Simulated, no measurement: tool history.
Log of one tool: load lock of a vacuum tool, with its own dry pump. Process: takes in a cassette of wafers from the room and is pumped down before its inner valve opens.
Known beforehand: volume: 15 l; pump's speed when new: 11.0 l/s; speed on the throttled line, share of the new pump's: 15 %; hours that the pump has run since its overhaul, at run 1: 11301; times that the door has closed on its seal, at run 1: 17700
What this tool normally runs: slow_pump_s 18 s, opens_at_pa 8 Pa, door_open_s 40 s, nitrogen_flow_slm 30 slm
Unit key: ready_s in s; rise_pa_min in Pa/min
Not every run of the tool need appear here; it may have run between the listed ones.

run,hour,slow_pump_s,opens_at_pa,door_open_s,nitrogen_flow_slm,hours that the pump has run since its overhaul,times that the door has closed on its seal,"incoming humidity of the room's air, %",ready_s,rise_pa_min
1,0.0,18,8,40,30,11301,17700,45.6,30.1,0.091
2,361.4,18,8,40,30,11663,19261,39.2,30.5,0.091
# hour 654.7: dry pump taken out, an overhauled one fitted
3,783.4,18,8,40,30,129,21058,44.6,28.6,0.104
4,1173.1,18,8,40,30,518,22740,47.0,28.7,0.111
5,1639.0,18,8,40,30,984,24753,45.7,28.7,0.121
6,1921.5,18,8,40,30,1267,25973,47.3,28.6,0.130
7,2350.7,18,8,106,30,1696,27826,47.4,28.6,0.180
8,2719.0,18,8,106,30,2064,29417,43.0,28.7,0.177
9,2948.4,18,14,106,30,2294,30407,43.8,27.7,0.189
10,3151.8,18,14,106,30,2497,31286,44.0,28.0,0.188
11,3557.2,18,8,40,30,2903,33037,46.1,29.0,0.163
12,3910.1,18,8,40,30,3255,34561,45.8,28.9,0.169
13,4121.4,18,8,40,30,3467,35474,46.1,29.2,0.185
14,4528.6,18,8,40,30,3874,37232,45.1,28.9,0.191
15,4960.5,18,8,40,30,4306,39097,46.1,29.2,0.205
16,5166.4,18,8,40,30,4512,39986,42.1,29.2,0.211
17,5508.3,18,8,40,30,4854,41463,44.9,29.1,0.215
18,5748.9,18,8,40,30,5094,42502,46.4,29.1,0.233
19,6083.5,21,8,40,6,5429,43948,44.2,31.8,0.263
20,6386.2,12,8,40,15,5732,45254,48.4,24.1,0.270
21,6608.9,24,10,40,30,5954,46216,43.2,33.7,0.258
22,6854.2,24,11,40,7,6200,47276,47.8,33.7,0.292
23,7257.7,29,11,40,7,6603,49019,42.5,38.3,0.297
24,7549.0,29,11,40,7,6894,50276,47.7,38.1,0.316
# hour 7801.7: door's seal changed, seat wiped
25,7865.1,29,11,40,7,7209,274,44.6,38.3,0.070
26,8068.3,29,11,40,7,7412,1152,45.9,38.2,0.071
27,8381.6,13,11,40,17,7725,2505,46.3,24.8,0.058
28,8726.3,23,8,40,18,8070,3993,43.1,34.0,0.059
29,8996.3,18,9,178,43,8340,5160,43.6,29.8,0.110
30,9309.8,12,8,65,12,8654,6514,45.5,24.5,0.098
31,9674.4,28,7,33,40,9018,8088,47.5,38.8,0.057
32,9947.6,17,7,30,40,9291,9268,47.4,29.3,0.056
33,10199.0,24,8,103,30,9543,10353,49.0,35.1,0.110
34,10419.7,24,8,103,30,9764,11307,45.8,35.1,0.110
35,10812.1,18,13,87,30,10156,13002,49.2,29.1,0.111

Each run again, without the hidden state but with its own random variation kept:
Hidden conditions of the tool in this case: pump's speed, % of a new pump's; leak at the door's seal, Pa l/s; drift of the gauge itself on ready_s, %; drift of the gauge itself on rise_pa_min, %.
run,ready_s,rise_pa_min
1,28.2,0.044
2,28.6,0.037
3,28.7,0.044
4,28.7,0.044
5,28.6,0.045
6,28.5,0.047
7,28.4,0.088
8,28.5,0.076
9,27.4,0.081
10,27.8,0.077
11,28.7,0.043
12,28.5,0.043
13,28.8,0.048
14,28.4,0.044
15,28.6,0.045
16,28.6,0.046
17,28.4,0.039
18,28.4,0.047
19,31.1,0.066
20,23.2,0.061
21,32.9,0.043
22,32.9,0.070
23,37.5,0.065
24,37.2,0.073
25,37.4,0.069
26,37.2,0.068
27,23.6,0.053
28,32.9,0.051
29,28.5,0.099
30,23.0,0.085
31,37.5,0.040
32,27.8,0.036
33,33.6,0.086
34,33.6,0.084
35,27.6,0.080
